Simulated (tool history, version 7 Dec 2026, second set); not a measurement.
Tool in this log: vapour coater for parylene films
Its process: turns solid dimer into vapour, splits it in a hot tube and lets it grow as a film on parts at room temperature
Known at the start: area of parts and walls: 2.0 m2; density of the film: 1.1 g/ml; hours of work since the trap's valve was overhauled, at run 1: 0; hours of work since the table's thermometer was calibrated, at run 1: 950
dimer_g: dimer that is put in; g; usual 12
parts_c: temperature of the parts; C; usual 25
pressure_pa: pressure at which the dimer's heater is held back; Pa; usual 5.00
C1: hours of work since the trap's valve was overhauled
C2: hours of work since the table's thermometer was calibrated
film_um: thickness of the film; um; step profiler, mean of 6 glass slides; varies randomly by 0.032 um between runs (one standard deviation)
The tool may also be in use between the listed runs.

{"run": 1, "hour": 0.0, "dimer_g": 12, "parts_c": 25, "pressure_pa": 5.0, "C1": 0, "C2": 950, "film_um": 3.7}
{"run": 2, "hour": 55.3, "dimer_g": 12, "parts_c": 25, "pressure_pa": 5.0, "C1": 25, "C2": 975, "film_um": 3.68}
{"run": 3, "hour": 112.4, "dimer_g": 12, "parts_c": 25, "pressure_pa": 5.0, "C1": 50, "C2": 1001, "film_um": 3.73}
{"run": 4, "hour": 165.7, "dimer_g": 12, "parts_c": 25, "pressure_pa": 5.0, "C1": 74, "C2": 1025, "film_um": 3.7}
{"run": 5, "hour": 231.8, "dimer_g": 12, "parts_c": 25, "pressure_pa": 5.0, "C1": 104, "C2": 1054, "film_um": 3.62}
{"hour": 238.0, "done": "table's thermometer calibrated"}
{"run": 6, "hour": 283.3, "dimer_g": 12, "parts_c": 25, "pressure_pa": 8.68, "C1": 127, "C2": 20, "film_um": 3.48}
{"run": 7, "hour": 345.7, "dimer_g": 12, "parts_c": 25, "pressure_pa": 8.68, "C1": 155, "C2": 48, "film_um": 3.5}
{"run": 8, "hour": 401.5, "dimer_g": 12, "parts_c": 25, "pressure_pa": 2.04, "C1": 180, "C2": 73, "film_um": 3.88}
{"run": 9, "hour": 466.3, "dimer_g": 12, "parts_c": 25, "pressure_pa": 2.04, "C1": 209, "C2": 103, "film_um": 3.93}
{"run": 10, "hour": 520.9, "dimer_g": 12, "parts_c": 25, "pressure_pa": 2.04, "C1": 234, "C2": 127, "film_um": 3.93}
{"run": 11, "hour": 564.2, "dimer_g": 12, "parts_c": 25, "pressure_pa": 5.0, "C1": 253, "C2": 147, "film_um": 3.53}
{"run": 12, "hour": 594.8, "dimer_g": 12, "parts_c": 25, "pressure_pa": 5.0, "C1": 267, "C2": 160, "film_um": 3.54}
{"hour": 605.2, "done": "trap's valve overhauled"}
{"run": 13, "hour": 627.7, "dimer_g": 12, "parts_c": 25, "pressure_pa": 5.0, "C1": 10, "C2": 173, "film_um": 3.8}
{"run": 14, "hour": 657.1, "dimer_g": 12, "parts_c": 25, "pressure_pa": 5.0, "C1": 23, "C2": 186, "film_um": 3.7}
{"run": 15, "hour": 696.0, "dimer_g": 12, "parts_c": 25, "pressure_pa": 5.0, "C1": 41, "C2": 204, "film_um": 3.68}
{"run": 16, "hour": 748.1, "dimer_g": 12, "parts_c": 25, "pressure_pa": 5.0, "C1": 64, "C2": 227, "film_um": 3.73}
{"run": 17, "hour": 799.4, "dimer_g": 12, "parts_c": 25, "pressure_pa": 5.0, "C1": 87, "C2": 250, "film_um": 3.68}
{"run": 18, "hour": 846.1, "dimer_g": 12, "parts_c": 25, "pressure_pa": 5.0, "C1": 108, "C2": 271, "film_um": 3.7}
{"run": 19, "hour": 894.0, "dimer_g": 12, "parts_c": 25, "pressure_pa": 5.0, "C1": 130, "C2": 293, "film_um": 3.7}
{"run": 20, "hour": 942.4, "dimer_g": 12, "parts_c": 28, "pressure_pa": 5.0, "C1": 151, "C2": 315, "film_um": 3.41}
{"run": 21, "hour": 984.4, "dimer_g": 7, "parts_c": 25, "pressure_pa": 5.0, "C1": 170, "C2": 333, "film_um": 2.11}
{"run": 22, "hour": 1025.9, "dimer_g": 7, "parts_c": 25, "pressure_pa": 5.0, "C1": 189, "C2": 352, "film_um": 2.1}
{"run": 23, "hour": 1080.9, "dimer_g": 12, "parts_c": 25, "pressure_pa": 3.04, "C1": 214, "C2": 377, "film_um": 3.74}
{"run": 24, "hour": 1128.5, "dimer_g": 12, "parts_c": 25, "pressure_pa": 3.04, "C1": 235, "C2": 398, "film_um": 3.76}
{"run": 25, "hour": 1165.3, "dimer_g": 12, "parts_c": 25, "pressure_pa": 3.04, "C1": 252, "C2": 415, "film_um": 3.77}
{"hour": 1210.6, "done": "trap's valve overhauled"}
{"run": 26, "hour": 1233.4, "dimer_g": 8, "parts_c": 25, "pressure_pa": 5.0, "C1": 10, "C2": 444, "film_um": 2.52}
{"run": 27, "hour": 1290.8, "dimer_g": 11, "parts_c": 25, "pressure_pa": 5.0, "C1": 36, "C2": 469, "film_um": 3.42}
{"run": 28, "hour": 1329.9, "dimer_g": 16, "parts_c": 21, "pressure_pa": 11.54, "C1": 54, "C2": 487, "film_um": 5.05}
{"run": 29, "hour": 1371.3, "dimer_g": 18, "parts_c": 21, "pressure_pa": 2.21, "C1": 72, "C2": 506, "film_um": 6.61}
{"run": 30, "hour": 1401.1, "dimer_g": 18, "parts_c": 21, "pressure_pa": 2.21, "C1": 86, "C2": 519, "film_um": 6.59}
{"run": 31, "hour": 1429.0, "dimer_g": 17, "parts_c": 27, "pressure_pa": 3.72, "C1": 98, "C2": 531, "film_um": 4.97}
{"run": 32, "hour": 1457.4, "dimer_g": 9, "parts_c": 27, "pressure_pa": 9.89, "C1": 111, "C2": 544, "film_um": 2.47}
{"run": 33, "hour": 1494.4, "dimer_g": 9, "parts_c": 27, "pressure_pa": 9.89, "C1": 127, "C2": 561, "film_um": 2.46}
{"run": 34, "hour": 1549.4, "dimer_g": 9, "parts_c": 27, "pressure_pa": 9.89, "C1": 152, "C2": 586, "film_um": 2.43}
{"run": 35, "hour": 1611.8, "dimer_g": 9, "parts_c": 27, "pressure_pa": 9.89, "C1": 180, "C2": 614, "film_um": 2.4}
{"run": 36, "hour": 1666.4, "dimer_g": 7, "parts_c": 28, "pressure_pa": 9.38, "C1": 205, "C2": 638, "film_um": 1.81}
{"run": 37, "hour": 1728.7, "dimer_g": 17, "parts_c": 32, "pressure_pa": 8.92, "C1": 233, "C2": 666, "film_um": 3.98}
{"run": 38, "hour": 1791.4, "dimer_g": 17, "parts_c": 32, "pressure_pa": 8.92, "C1": 261, "C2": 694, "film_um": 3.94}
{"hour": 1812.9, "done": "trap's valve overhauled"}
{"run": 39, "hour": 1840.2, "dimer_g": 13, "parts_c": 18, "pressure_pa": 8.92, "C1": 12, "C2": 714, "film_um": 4.59}
{"run": 40, "hour": 1887.7, "dimer_g": 13, "parts_c": 18, "pressure_pa": 8.92, "C1": 34, "C2": 736, "film_um": 4.53}
{"run": 41, "hour": 1936.8, "dimer_g": 12, "parts_c": 18, "pressure_pa": 4.37, "C1": 56, "C2": 758, "film_um": 4.46}
{"run": 42, "hour": 1965.3, "dimer_g": 12, "parts_c": 18, "pressure_pa": 4.37, "C1": 68, "C2": 771, "film_um": 4.4}
{"run": 43, "hour": 2017.3, "dimer_g": 12, "parts_c": 18, "pressure_pa": 4.37, "C1": 92, "C2": 794, "film_um": 4.47}
{"run": 44, "hour": 2062.3, "dimer_g": 12, "parts_c": 18, "pressure_pa": 4.37, "C1": 112, "C2": 814, "film_um": 4.4}
{"run": 45, "hour": 2092.0, "dimer_g": 6, "parts_c": 18, "pressure_pa": 6.64, "C1": 125, "C2": 827, "film_um": 2.1}
{"run": 46, "hour": 2127.7, "dimer_g": 6, "parts_c": 34, "pressure_pa": 6.99, "C1": 141, "C2": 844, "film_um": 1.38}
{"run": 47, "hour": 2165.5, "dimer_g": 6, "parts_c": 34, "pressure_pa": 6.99, "C1": 158, "C2": 861, "film_um": 1.37}

Hidden condition of the tool, last listed run before each entry between runs versus first listed run after:
Logged between run 5 and run 6: table's thermometer calibrated (hour 238.0)
  vapour lost through the trap's worn valve, %: 2.7 -> 3.3; true temperature of the parts over the reading, C: 0.59 -> 0
  the result without the hidden state subtracted from the measured one, film_um: -0.16 -> -0.11 um
Logged between run 12 and run 13: trap's valve overhauled (hour 605.2)
  vapour lost through the trap's worn valve, %: 6.7 -> 0.4; true temperature of the parts over the reading, C: 0.09 -> 0.1
  the result without the hidden state subtracted from the measured one, film_um: -0.27 -> -0.03 um
Logged between run 25 and run 26: trap's valve overhauled (hour 1210.6)
  vapour lost through the trap's worn valve, %: 6.2 -> 0.9; true temperature of the parts over the reading, C: 0.26 -> 0.28
  the result without the hidden state subtracted from the measured one, film_um: -0.27 -> -0.04 um
Logged between run 38 and run 39: trap's valve overhauled (hour 1812.9)
  vapour lost through the trap's worn valve, %: 6.9 -> 0.4; true temperature of the parts over the reading, C: 0.44 -> 0.45
  the result without the hidden state subtracted from the measured one, film_um: -0.34 -> -0.07 um

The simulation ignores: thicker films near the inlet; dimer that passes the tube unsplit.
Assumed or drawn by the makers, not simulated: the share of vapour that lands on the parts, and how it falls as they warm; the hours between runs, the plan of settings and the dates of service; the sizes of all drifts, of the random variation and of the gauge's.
